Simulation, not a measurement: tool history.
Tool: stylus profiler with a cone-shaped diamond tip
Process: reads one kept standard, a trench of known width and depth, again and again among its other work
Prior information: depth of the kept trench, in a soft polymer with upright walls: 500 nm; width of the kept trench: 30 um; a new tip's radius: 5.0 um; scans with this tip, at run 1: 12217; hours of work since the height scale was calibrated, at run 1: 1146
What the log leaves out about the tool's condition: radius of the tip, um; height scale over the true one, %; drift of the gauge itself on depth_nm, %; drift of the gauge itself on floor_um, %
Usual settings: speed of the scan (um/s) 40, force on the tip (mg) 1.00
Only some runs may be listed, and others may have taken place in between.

run	hour	speed of the scan (um/s)	force on the tip (mg)	scans with this tip	hours of work since the height scale was calibrated	depth of the trench (angstrom)	width of the trench's floor (µm)
1	0.0	40	1.00	12217	1146	5006.7	22.49
2	19.8	40	1.00	12321	1156	5007.1	22.49
3	32.9	40	1.00	12391	1163	5007.5	22.44
4	54.8	40	3.00	12507	1174	5041.9	22.51
5	69.1	40	3.00	12583	1181	5042.2	22.44
6	89.5	40	3.00	12691	1191	5041.2	22.44
7	114.6	40	1.00	12824	1203	5007.5	22.29
8	138.7	40	1.00	12952	1215	5006.5	22.29
# hour 141.4: height scale calibrated on a step standard
9	160.5	14	0.90	13064	10	4998.0	22.36
10	187.4	103	1.98	13207	23	5022.2	22.18
11	209.3	103	1.98	13323	34	5023.2	22.14
12	236.5	40	0.94	13467	47	5000.3	22.15
13	257.4	40	0.94	13578	58	5003.0	22.18
# hour 267.5: height scale calibrated on a step standard, once more
14	277.3	40	0.94	13681	5	5031.6	22.19
15	297.8	40	0.94	13789	15	5030.8	22.09

Branching from run 15: 3 alternative next runs. What would each branch give?
A	321.6	40	1.37	13915	27	?	?
B	321.6	24	0.43	13915	27	?	?
C	321.6	95	0.46	13915	27	?	?

run	depth of the trench (angstrom)	width of the trench's floor (µm)
A	5038.3	22.10
B	5015.3	22.15
C	5019.2	21.82
With no hidden state in the tool, these same runs would have given:
run	depth of the trench (angstrom)	width of the trench's floor (µm)
A	5039.4	25.48
B	5016.4	25.53
C	5020.2	25.20
